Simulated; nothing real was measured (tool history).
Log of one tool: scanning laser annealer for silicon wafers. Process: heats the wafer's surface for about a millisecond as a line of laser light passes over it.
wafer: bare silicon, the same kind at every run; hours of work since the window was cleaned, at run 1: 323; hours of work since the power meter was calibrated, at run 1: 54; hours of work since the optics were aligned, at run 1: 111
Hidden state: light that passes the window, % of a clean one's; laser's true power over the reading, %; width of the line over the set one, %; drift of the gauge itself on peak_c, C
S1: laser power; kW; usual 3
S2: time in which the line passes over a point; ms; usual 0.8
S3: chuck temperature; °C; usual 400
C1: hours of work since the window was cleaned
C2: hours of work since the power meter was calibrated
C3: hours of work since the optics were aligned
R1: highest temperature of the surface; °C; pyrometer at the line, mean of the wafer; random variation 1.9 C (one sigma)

run	hour	S1	S2	S3	C1	C2	C3	R1
1	0	3	0.8	400	323	54	111	1169
2	11	2.676	0.8	400	328	60	116	1073
3	19.9	2.676	0.8	400	333	64	121	1063
4	28.6	2.676	0.8	400	337	69	125	1066
5	35.7	2.676	0.8	400	341	72	128	1065
6	46.8	3	0.8	400	346	78	134	1168
7	53	3	0.8	400	349	81	137	1167
8	62.9	3	0.8	393	354	86	142	1159
9	67.8	3	0.8	393	356	88	144	1157
10	74.5	3	0.8	393	360	91	148	1158
11	80.6	3	0.8	400	363	94	151	1165
12	86.6	3	0.8	400	366	97	154	1166
13	95.1	3	0.8	400	370	102	158	1163
14	101.7	3	0.87	400	373	105	161	1196
15	108.4	3	0.8	426	377	108	164	1189
16	116.9	3	0.8	426	381	112	169	1189
17	123.7	3.233	0.8	400	384	116	172	1236
18	132.3	3	0.8	400	388	120	176	1165
19	139.7	3	0.8	400	392	124	180	1160
20	147.5	3	0.8	370	396	127	184	1131
21	154.4	3	0.8	400	399	131	187	1161
22	164.9	2.832	0.962	403	405	136	192	1187
23	172.2	2.832	0.737	403	408	140	196	1083
24	180.6	3	0.779	400	412	144	200	1149
25	186.9	3	0.779	400	415	147	203	1148
26	196.4	3	0.779	400	420	152	208	1150
27	202.2	2.561	0.694	410	423	155	211	989
28	210	3.171	0.935	422	427	158	215	1309
29	220.6	3.001	0.641	375	432	164	220	1051
# hour 223.2: window over the wafer cleaned
30	229	3.001	0.641	375	3	167	223	1038
31	236.2	2.94	0.625	380	6	170	227	1021
32	243.2	2.973	0.8	400	10	174	230	1139
33	252.3	2.952	0.8	411	14	178	235	1144
34	263.8	2.795	0.576	377	20	184	240	949
35	275.4	3.198	0.8	386	26	190	246	1193
36	282.9	3	0.744	419	30	194	250	1136
37	288.5	3.139	0.8	400	32	196	253	1189
# hour 293.3: window over the wafer cleaned, once more
38	301.1	3.139	0.8	400	4	202	258	1237
39	310.8	3.148	0.639	379	9	206	263	1120
40	319.6	3.298	0.959	412	13	211	267	1390
41	324.6	2.974	0.977	400	16	213	270	1266
42	332.5	2.974	0.977	400	19	217	273	1271

3 ways to go on from here, each from the tool as it stands after run 42. What would each give?
A	344	3	0.767	413	25	223	279	?
B	344	3	0.685	400	25	223	279	?
C	344	2.974	0.977	438	25	223	279	?

run	R1
A	1181
B	1121
C	1304
Without the tool's hidden state the same runs would have given:
run	R1
A	1189
B	1128
C	1313

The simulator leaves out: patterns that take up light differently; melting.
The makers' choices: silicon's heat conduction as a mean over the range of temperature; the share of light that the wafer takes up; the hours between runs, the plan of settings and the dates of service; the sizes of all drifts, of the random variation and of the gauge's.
